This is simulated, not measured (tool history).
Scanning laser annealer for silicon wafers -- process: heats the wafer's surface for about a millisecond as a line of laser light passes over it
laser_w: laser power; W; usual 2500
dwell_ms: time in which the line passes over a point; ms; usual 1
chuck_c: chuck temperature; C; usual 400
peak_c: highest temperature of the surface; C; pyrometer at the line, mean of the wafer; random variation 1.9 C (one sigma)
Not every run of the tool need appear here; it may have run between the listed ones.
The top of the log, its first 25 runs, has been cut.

run	hour	laser_w	dwell_ms	chuck_c	hours of work since the window was cleaned	hours of work since the power meter was calibrated	hours of work since the optics were aligned	peak_c
26	876.9	2500	0.91	400	108	829	91	1137
# hour 905.9: optics aligned, line set to its width, once more
27	907.4	2500	0.91	400	121	841	1	1157
28	952.3	2500	0.91	400	142	862	22	1156
29	998.9	2442	0.92	400	164	885	45	1139
30	1050.4	2223	1.07	362	189	909	69	1056
31	1072.9	2245	1.21	373	200	920	80	1110
32	1124.1	2500	1.09	400	224	945	105	1211
33	1163.2	2500	1.09	435	243	963	123	1246
34	1200.3	2567	1.1	376	261	981	141	1218
35	1229.9	2500	1	361	275	995	155	1139

Here are 4 independent what-if runs from the current tool condition. What would each one return?
A	1281	2609	1	372	300	1020	180	?
B	1281	2300	1	400	300	1020	180	?
C	1281	2500	1	392	300	1020	180	?
D	1281	2342	1	361	300	1020	180	?

run	peak_c
A	1190
B	1096
C	1170
D	1076
Had the tool no hidden state, the same runs would have come out as:
run	peak_c
A	1221
B	1122
C	1199
D	1103

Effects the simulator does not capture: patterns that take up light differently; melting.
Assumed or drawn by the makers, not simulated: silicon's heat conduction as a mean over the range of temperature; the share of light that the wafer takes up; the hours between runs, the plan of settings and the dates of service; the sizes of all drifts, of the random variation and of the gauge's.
